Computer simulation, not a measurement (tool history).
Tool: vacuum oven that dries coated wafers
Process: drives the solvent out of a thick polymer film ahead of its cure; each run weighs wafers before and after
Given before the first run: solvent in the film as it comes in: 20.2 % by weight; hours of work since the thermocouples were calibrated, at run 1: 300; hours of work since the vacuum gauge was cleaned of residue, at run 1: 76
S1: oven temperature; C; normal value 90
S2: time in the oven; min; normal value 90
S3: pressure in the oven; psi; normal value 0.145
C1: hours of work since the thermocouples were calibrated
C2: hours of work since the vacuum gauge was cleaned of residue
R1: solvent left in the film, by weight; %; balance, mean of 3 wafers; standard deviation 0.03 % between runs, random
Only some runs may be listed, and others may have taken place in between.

{"run": 1, "hour": 0.0, "S1": 90, "S2": 90, "S3": 0.145, "C1": 300, "C2": 76, "R1": 2.64}
{"run": 2, "hour": 43.7, "S1": 90, "S2": 90, "S3": 0.145, "C1": 331, "C2": 108, "R1": 2.7}
{"run": 3, "hour": 97.2, "S1": 90, "S2": 90, "S3": 0.145, "C1": 369, "C2": 146, "R1": 2.68}
{"run": 4, "hour": 139.8, "S1": 86, "S2": 90, "S3": 0.145, "C1": 400, "C2": 177, "R1": 3.85}
{"run": 5, "hour": 167.0, "S1": 86, "S2": 90, "S3": 0.145, "C1": 419, "C2": 196, "R1": 3.86}
{"run": 6, "hour": 205.4, "S1": 86, "S2": 90, "S3": 0.129, "C1": 447, "C2": 224, "R1": 3.72}
{"run": 7, "hour": 258.4, "S1": 90, "S2": 90, "S3": 0.145, "C1": 485, "C2": 262, "R1": 2.8}
{"run": 8, "hour": 314.7, "S1": 90, "S2": 90, "S3": 0.145, "C1": 525, "C2": 302, "R1": 2.76}
{"run": 9, "hour": 366.7, "S1": 90, "S2": 90, "S3": 0.145, "C1": 562, "C2": 339, "R1": 2.87}
{"run": 10, "hour": 397.8, "S1": 90, "S2": 90, "S3": 0.087, "C1": 585, "C2": 362, "R1": 2.38}

What does the tool deliver on the next run?
{"run": 11, "hour": 446.5, "S1": 90, "S2": 61, "S3": 0.146, "C1": 620, "C2": 396, "R1": "?"}

{"run 11": {"R1": 4.53}}
Take away the tool's hidden state, keep the run-to-run variation as it was, and the same run would have given R1 4.08 %.
